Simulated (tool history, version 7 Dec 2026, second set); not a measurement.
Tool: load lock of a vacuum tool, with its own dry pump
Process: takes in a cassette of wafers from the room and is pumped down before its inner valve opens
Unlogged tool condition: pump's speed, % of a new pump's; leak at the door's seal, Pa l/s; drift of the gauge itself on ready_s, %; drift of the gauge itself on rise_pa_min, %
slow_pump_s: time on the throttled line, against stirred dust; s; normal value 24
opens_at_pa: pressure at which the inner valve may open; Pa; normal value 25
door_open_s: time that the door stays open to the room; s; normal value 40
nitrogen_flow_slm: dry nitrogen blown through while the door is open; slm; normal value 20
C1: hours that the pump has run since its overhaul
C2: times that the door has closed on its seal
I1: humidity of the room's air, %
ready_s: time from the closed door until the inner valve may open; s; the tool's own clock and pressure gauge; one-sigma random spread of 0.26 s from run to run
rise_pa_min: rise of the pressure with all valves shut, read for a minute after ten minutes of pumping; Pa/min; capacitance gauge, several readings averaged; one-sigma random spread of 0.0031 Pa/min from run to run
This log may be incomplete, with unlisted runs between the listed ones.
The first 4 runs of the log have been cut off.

Run 5, hour 2000.5: usual settings; C1 1103; C2 46506; I1 47.2. Result: ready_s 33.9 s, rise_pa_min 0.156 Pa/min.
Run 6, hour 2301.8: usual settings; C1 1404; C2 47064; I1 43.8. Result: ready_s 34 s, rise_pa_min 0.158 Pa/min.
Run 7, hour 2693.1: usual settings; C1 1796; C2 47789; I1 39.2. Result: ready_s 34.3 s, rise_pa_min 0.154 Pa/min.
Run 8, hour 3270.9: usual settings; C1 2373; C2 48860; I1 45.8. Result: ready_s 34.4 s, rise_pa_min 0.158 Pa/min.
Run 9, hour 3890.2: usual settings but slow_pump_s 47 s; C1 2993; C2 50007; I1 47.3. Result: ready_s 53 s, rise_pa_min 0.178 Pa/min.
Run 10, hour 4547: usual settings but slow_pump_s 47 s, opens_at_pa 36 Pa; C1 3649; C2 51224; I1 45.5. Result: ready_s 52.9 s, rise_pa_min 0.17 Pa/min.
Run 11, hour 4926.4: usual settings; C1 4029; C2 51927; I1 46. Result: ready_s 34.6 s, rise_pa_min 0.183 Pa/min.
Run 12, hour 5583.7: usual settings; C1 4686; C2 53144; I1 45.1. Result: ready_s 35 s, rise_pa_min 0.18 Pa/min.
Run 13, hour 6238.3: usual settings but nitrogen_flow_slm 15 slm; C1 5341; C2 54357; I1 45.8. Result: ready_s 35 s, rise_pa_min 0.191 Pa/min.
Run 14, hour 6800.8: usual settings but door_open_s 155 s; C1 5903; C2 55399; I1 46.6. Result: ready_s 34.4 s, rise_pa_min 0.237 Pa/min.
Run 15, hour 7216.9: usual settings but nitrogen_flow_slm 11 slm; C1 6319; C2 56170; I1 45.4. Result: ready_s 34.5 s, rise_pa_min 0.205 Pa/min.
Run 16, hour 7620: usual settings but nitrogen_flow_slm 11 slm; C1 6722; C2 56917; I1 45.8. Result: ready_s 35 s, rise_pa_min 0.208 Pa/min.
Run 17, hour 8164.4: usual settings but nitrogen_flow_slm 11 slm; C1 7267; C2 57925; I1 46.2. Result: ready_s 35.5 s, rise_pa_min 0.205 Pa/min.
Run 18, hour 8626: usual settings but nitrogen_flow_slm 11 slm; C1 7728; C2 58781; I1 46.9. Result: ready_s 34.6 s, rise_pa_min 0.207 Pa/min.
Run 19, hour 8989.7: usual settings but opens_at_pa 41 Pa, nitrogen_flow_slm 33 slm; C1 8092; C2 59454; I1 42.9. Result: ready_s 33.9 s, rise_pa_min 0.189 Pa/min.
Run 20, hour 9442.1: usual settings but opens_at_pa 30 Pa, door_open_s 204 s; C1 8545; C2 60293; I1 48.2. Result: ready_s 35.1 s, rise_pa_min 0.273 Pa/min.
Run 21, hour 10067.9: usual settings but opens_at_pa 50 Pa; C1 9170; C2 61452; I1 45.2. Result: ready_s 34 s, rise_pa_min 0.205 Pa/min.
At hour 10512.9: dry pump taken out, an overhauled one fitted.
Run 22, hour 10705.1: usual settings but slow_pump_s 23 s, opens_at_pa 37 Pa, door_open_s 29 s, nitrogen_flow_slm 34 slm; C1 192; C2 62621; I1 47.1. Result: ready_s 32.5 s, rise_pa_min 0.197 Pa/min.

Run 23, settings as shown, results not yet in. Your forecast:
Run 23, hour 11378.1: usual settings but slow_pump_s 19 s, opens_at_pa 40 Pa, door_open_s 29 s, nitrogen_flow_slm 10 slm; C1 865; C2 63868; I1 43.9. Result: ready_s ?, rise_pa_min ?.

ready_s: 28.8 s
rise_pa_min: 0.217 Pa/min
Minus the tool's unlogged condition, the same run would have read ready_s 28.7 s, rise_pa_min 0.063 Pa/min.

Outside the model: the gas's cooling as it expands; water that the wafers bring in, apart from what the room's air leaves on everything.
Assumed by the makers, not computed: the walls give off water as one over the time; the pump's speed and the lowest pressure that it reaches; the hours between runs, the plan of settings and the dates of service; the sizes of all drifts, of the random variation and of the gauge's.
